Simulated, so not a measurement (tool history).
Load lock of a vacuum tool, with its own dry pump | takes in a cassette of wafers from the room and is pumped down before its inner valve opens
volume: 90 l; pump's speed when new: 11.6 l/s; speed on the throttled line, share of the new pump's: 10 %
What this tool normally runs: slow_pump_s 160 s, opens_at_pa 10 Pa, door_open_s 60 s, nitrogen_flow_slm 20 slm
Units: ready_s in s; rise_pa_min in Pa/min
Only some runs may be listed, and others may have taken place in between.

run	hour	slow_pump_s	opens_at_pa	door_open_s	nitrogen_flow_slm	incoming humidity of the room's air, %	ready_s	rise_pa_min
1	0	160	10	60	20	49.2	216.6	0.265
2	637.1	160	18	60	20	44.3	212.6	0.356
3	1305.8	160	10	60	6	43.9	218.3	0.462
4	1766	164	10	60	20	48.1	224.3	0.537
5	2219.7	164	10	60	20	42.6	221.3	0.598
6	2609.7	160	10	60	10	43.5	219.1	0.668
# hour 3060: door's seal changed, seat wiped
7	3111.9	160	10	229	20	44.7	218.1	0.016
8	3638.8	160	10	229	20	48.6	218.8	0.047
9	3972.6	160	10	60	20	46.5	221	0.058
10	4315.1	160	10	60	20	46.9	219.1	0.083
11	4633.1	160	10	60	20	44.8	220	0.105
12	5313.2	160	10	60	20	42	222.3	0.165
13	5996.1	160	10	60	20	43.3	220.7	0.244
14	6408.5	160	10	60	20	46.1	222	0.286
15	6782.3	251	10	60	20	48	303	0.329
16	7230.2	251	10	60	20	48.1	300.3	0.424
17	7519.4	251	10	60	20	45.5	303.7	0.455
18	7842	251	10	60	20	44.8	301.8	0.516
19	8249.7	160	11	33	20	43.1	222.2	0.586
# hour 8403.8: door's seal changed, seat wiped
20	8947.3	160	7	61	10	44.4	227.8	0.043
21	9411.4	90	14	42	10	46	160.3	0.066
22	9777	120	8	179	6	47	190	0.105
23	10135.3	160	18	82	20	43.9	217.6	0.117
24	10746.3	128	14	71	12	48.2	194.1	0.179
25	11392.3	128	14	71	12	45.1	194.4	0.252
26	11830.6	128	14	71	12	47.7	193.8	0.324
27	12195.7	272	11	47	9	45.7	322.6	0.379
28	12490.7	272	9	234	9	49.5	324	0.429
29	12894.7	272	9	234	9	45.5	327.9	0.501
30	13256.6	160	10	100	6	47.7	229.6	0.558
# hour 13772.8: door's seal changed, seat wiped
# hour 13818.7: dry pump taken out, an overhauled one fitted
31	13886.6	308	10	38	17	45.8	348.6	0.015
32	14403.6	306	7	78	6	45	349.2	0.054
33	14968.3	306	7	78	6	45.5	350.6	0.094
34	15557.4	272	12	78	4	46.5	317	0.144
35	15976	272	12	78	27	41.7	315.8	0.169
36	16345.6	256	19	78	27	48.1	298.5	0.225

4 ways to go on from here, each from the tool as it stands after run 36. What would each give?
A	16798.8	210	10	198	20	42.5	?	?
B	16798.8	256	19	78	11	41.7	?	?
C	16798.8	118	16	101	27	49.3	?	?
D	16798.8	256	19	78	5	45	?	?

run	ready_s	rise_pa_min
A	262.7	0.279
B	296.5	0.279
C	174.6	0.279
D	294.2	0.291
Take away the tool's hidden state, keep each run's random variation, and the runs would have read:
run	ready_s	rise_pa_min
A	260.6	0.017
B	295	0.014
C	172.5	0.014
D	292.7	0.026

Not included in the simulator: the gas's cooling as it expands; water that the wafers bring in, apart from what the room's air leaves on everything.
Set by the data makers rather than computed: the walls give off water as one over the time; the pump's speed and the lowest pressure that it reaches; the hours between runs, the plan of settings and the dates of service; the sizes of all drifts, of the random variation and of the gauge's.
